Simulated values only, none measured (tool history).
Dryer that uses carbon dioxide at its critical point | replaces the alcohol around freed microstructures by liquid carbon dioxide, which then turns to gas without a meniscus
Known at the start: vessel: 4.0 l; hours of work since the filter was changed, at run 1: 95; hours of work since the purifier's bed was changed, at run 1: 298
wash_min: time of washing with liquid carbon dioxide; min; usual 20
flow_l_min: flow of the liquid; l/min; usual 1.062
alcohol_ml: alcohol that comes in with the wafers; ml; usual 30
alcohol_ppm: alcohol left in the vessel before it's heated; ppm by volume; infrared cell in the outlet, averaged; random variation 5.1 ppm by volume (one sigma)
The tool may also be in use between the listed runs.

run,hour,wash_min,flow_l_min,alcohol_ml,hours of work since the filter was changed,hours of work since the purifier's bed was changed,alcohol_ppm
1,0.0,20,1.062,30,95,298,152
2,25.8,32,1.062,30,115,318,112
3,55.8,20,1.062,58,138,341,226
4,82.6,20,1.062,30,158,361,194
5,121.4,20,1.062,30,188,390,197
6,155.1,20,1.062,30,213,416,199
7,206.3,12,1.062,30,252,455,628
# hour 260.4: inlet filter changed
8,267.4,12,1.062,30,5,500,513
9,326.9,25,1.000,56,51,546,201
10,360.0,25,1.000,56,76,571,217
11,409.0,25,1.000,56,113,608,229
12,439.4,25,1.000,56,136,631,230
13,494.7,24,0.860,56,178,673,357
14,541.0,27,1.610,28,213,708,201
15,570.1,15,1.790,108,235,730,288
16,599.0,15,1.790,108,257,752,296

Forecast each of these 5 alternatives for the next run:
# hour 647.8: inlet filter changed
A,652.2,27,0.990,22,3,792,?
# hour 647.8: inlet filter changed
B,652.2,22,1.110,30,3,792,?
# hour 647.8: inlet filter changed
C,652.2,29,1.062,30,3,792,?
# hour 647.8: inlet filter changed
D,652.2,17,1.060,64,3,792,?
# hour 647.8: inlet filter changed
E,652.2,16,0.690,59,3,792,?

run,alcohol_ppm
A,235
B,263
C,231
D,457
E,1420
Without the tool's hidden state the same runs would have given:
run,alcohol_ppm
A,12
B,36
C,8
D,226
E,1184
